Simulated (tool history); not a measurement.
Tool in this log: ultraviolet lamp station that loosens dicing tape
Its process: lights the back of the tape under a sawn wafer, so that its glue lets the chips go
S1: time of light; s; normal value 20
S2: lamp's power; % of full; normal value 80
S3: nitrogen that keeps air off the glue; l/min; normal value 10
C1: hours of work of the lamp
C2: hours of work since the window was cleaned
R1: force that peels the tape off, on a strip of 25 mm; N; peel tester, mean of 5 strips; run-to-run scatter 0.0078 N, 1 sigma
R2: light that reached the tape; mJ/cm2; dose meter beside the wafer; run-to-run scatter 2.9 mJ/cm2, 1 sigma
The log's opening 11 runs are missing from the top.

| run | day | S1 | S2 | S3 | C1 | C2 | R1 | R2 |
|---|---|---|---|---|---|---|---|---|
| 12 | 20.654 | 31 | 80 | 10 | 333 | 148 | 0.219 | 645 |
| 13 | 22.775 | 31 | 80 | 10 | 356 | 171 | 0.219 | 647 |
| 14 | 24.492 | 31 | 80 | 10 | 375 | 189 | 0.211 | 647 |
| 15 | 25.996 | 31 | 80 | 4 | 391 | 206 | 0.24 | 648 |
|  | 27.425 | window cleaned of glue's vapour |
| 16 | 27.875 | 15 | 80 | 10 | 411 | 5 | 0.488 | 319 |
| 17 | 30.233 | 15 | 80 | 10 | 437 | 31 | 0.495 | 310 |
| 18 | 32.117 | 15 | 75 | 10 | 458 | 51 | 0.552 | 295 |
| 19 | 34.029 | 20 | 99 | 10 | 479 | 72 | 0.241 | 519 |
| 20 | 36.371 | 20 | 80 | 10 | 504 | 98 | 0.305 | 418 |
| 21 | 38.308 | 20 | 80 | 10 | 525 | 119 | 0.294 | 423 |
| 22 | 40.733 | 27 | 80 | 10 | 552 | 145 | 0.227 | 566 |
| 23 | 41.875 | 20 | 84 | 10 | 564 | 158 | 0.279 | 435 |
| 24 | 43.683 | 40 | 76 | 10 | 584 | 177 | 0.217 | 807 |
| 25 | 45.071 | 27 | 73 | 10 | 599 | 193 | 0.249 | 517 |
| 26 | 46.771 | 14 | 80 | 10 | 618 | 211 | 0.563 | 294 |
|  | 47.85 | window cleaned of glue's vapour |
| 27 | 48.433 | 17 | 81 | 11 | 636 | 6 | 0.372 | 363 |
| 28 | 50.75 | 20 | 80 | 17 | 661 | 32 | 0.264 | 417 |
| 29 | 51.8 | 27 | 80 | 10 | 672 | 43 | 0.23 | 569 |
| 30 | 53.288 | 21 | 82 | 5 | 689 | 59 | 0.364 | 455 |

Run 31 has not been measured yet. What should we expect?
| 31 | 55.054 | 21 | 82 | 5 | 708 | 79 | ? | ? |

{"run 31": {"R1": 0.353, "R2": 451}}
With the hidden condition absent and the run-to-run variation left alone, this run would have shown R1 0.35 N, R2 453 mJ/cm2.

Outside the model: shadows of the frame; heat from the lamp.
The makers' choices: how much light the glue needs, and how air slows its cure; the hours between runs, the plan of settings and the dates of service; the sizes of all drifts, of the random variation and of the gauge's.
